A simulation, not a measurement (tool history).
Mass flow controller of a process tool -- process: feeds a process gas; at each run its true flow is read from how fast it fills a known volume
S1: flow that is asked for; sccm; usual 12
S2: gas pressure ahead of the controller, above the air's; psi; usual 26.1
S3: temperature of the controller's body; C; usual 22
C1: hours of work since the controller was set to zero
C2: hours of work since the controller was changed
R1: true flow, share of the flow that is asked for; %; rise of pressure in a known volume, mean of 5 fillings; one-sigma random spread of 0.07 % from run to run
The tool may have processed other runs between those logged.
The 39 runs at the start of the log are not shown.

run	hour	S1	S2	S3	C1	C2	R1
40	2641.7	17	27.1	21	1819	1819	96.23
41	2693.3	17	27.1	21	1841	1841	96.14
42	2751.4	12	30.2	35	1864	1864	93.88
43	2801.1	9	26.1	22	1884	1884	94.37
44	2879.9	9	26.1	22	1917	1917	94.33
45	2939.6	6	25.8	22	1941	1941	93.7
46	3026.8	5	26.1	21	1976	1976	93.65
47	3088.6	5	26.1	21	2002	2002	93.47

What if the next run were any one of these 4? Each begins from the tool's condition after run 47:
A	3162.8	2	34.5	21	2032	2032	?
B	3162.8	12	33.1	38	2032	2032	?
C	3162.8	5	27.8	21	2032	2032	?
D	3162.8	3	26.4	20	2032	2032	?

run	R1
A	93.17
B	92.97
C	93.29
D	93
Stripped of hidden state, with their random variation kept, the same runs would have yielded:
run	R1
A	97.65
B	97.46
C	97.8
D	97.48
